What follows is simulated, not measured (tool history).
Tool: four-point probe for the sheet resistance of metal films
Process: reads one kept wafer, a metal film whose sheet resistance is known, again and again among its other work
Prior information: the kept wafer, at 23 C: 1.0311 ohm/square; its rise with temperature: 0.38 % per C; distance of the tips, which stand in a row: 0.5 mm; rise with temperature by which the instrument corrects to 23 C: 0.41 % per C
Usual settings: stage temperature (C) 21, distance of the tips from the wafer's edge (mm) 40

run	hour	stage temperature (C)	distance of the tips from the wafer's edge (mm)	sheet resistance as the instrument gives it (ohm/square)
1	0.0	21	40	1.029421
2	28.1	21	40	1.029449
3	57.6	21	43	1.029171
4	97.4	21	43	1.029083
5	134.8	21	43	1.029188
6	182.5	21	43	1.029296
7	224.2	21	43	1.029027
8	246.3	21	40	1.029504
9	288.2	21	40	1.029290
10	315.8	21	40	1.029398
11	342.4	21	14	1.030156
12	380.9	31	40	1.026738
13	424.8	31	40	1.026681
14	456.8	31	40	1.026443
15	477.3	27	40	1.027601
16	515.0	27	48	1.027784
17	560.8	21	9	1.030997
18	607.8	21	40	1.029800
19	649.3	21	40	1.029598
20	697.0	22	40	1.029532
21	738.7	22	40	1.029343
22	765.6	24	4	1.037013
23	805.9	28	4	1.036385
24	833.0	30	7	1.029827
25	862.3	30	7	1.029889
26	893.2	23	16	1.029717
27	931.3	28	46	1.027294
28	973.0	21	17	1.030355
29	995.5	24	25	1.028925
# hour 1009.7: stage's thermometer calibrated
30	1033.0	29	21	1.029706
31	1061.2	29	21	1.029413
32	1099.4	29	21	1.029826
33	1127.1	29	28	1.029591
34	1147.6	29	28	1.029228
35	1168.5	26	39	1.030191
36	1200.1	26	39	1.029930
37	1221.3	20	6	1.035777
38	1249.6	20	6	1.035971

A few steps of sheet resistance as the instrument gives it (ohm/square) between consecutive runs. Split each: what settings, incoming material and random variation would produce without the hidden state, and what is left over for the hidden state, along with gauge scatter present in only one of the two compared results (measured, and without hidden state):
What the log doesn't record here: inner tips' distance over the nominal, %; tips' flats over new ones', %; wafer's true temperature over the reading, C; drift of the gauge itself on sheet_ohm, %.
Run 11 -> 12: stage temperature (C) 21 -> 31, distance of the tips from the wafer's edge (mm) 14 -> 40. sheet resistance as the instrument gives it (ohm/square) -0.003418: hidden state +0.000076, all else -0.003494.
Run 21 -> 22: stage temperature (C) 22 -> 24, distance of the tips from the wafer's edge (mm) 40 -> 4. sheet resistance as the instrument gives it (ohm/square) +0.007670: hidden state +0.000007, all else +0.007663.
Run 23 -> 24: stage temperature (C) 28 -> 30, distance of the tips from the wafer's edge (mm) 4 -> 7. sheet resistance as the instrument gives it (ohm/square) -0.006558: hidden state +0.000035, all else -0.006593.
Run 26 -> 27: stage temperature (C) 23 -> 28, distance of the tips from the wafer's edge (mm) 16 -> 46. sheet resistance as the instrument gives it (ohm/square) -0.002423: hidden state +0.000058, all else -0.002481.
Run 29 -> 30: stage temperature (C) 24 -> 29, distance of the tips from the wafer's edge (mm) 25 -> 21, stage's thermometer calibrated. sheet resistance as the instrument gives it (ohm/square) +0.000781: hidden state +0.001889, all else -0.001108.
Run 36 -> 37: stage temperature (C) 26 -> 20, distance of the tips from the wafer's edge (mm) 39 -> 6. sheet resistance as the instrument gives it (ohm/square) +0.005847: hidden state +0.000002, all else +0.005845.

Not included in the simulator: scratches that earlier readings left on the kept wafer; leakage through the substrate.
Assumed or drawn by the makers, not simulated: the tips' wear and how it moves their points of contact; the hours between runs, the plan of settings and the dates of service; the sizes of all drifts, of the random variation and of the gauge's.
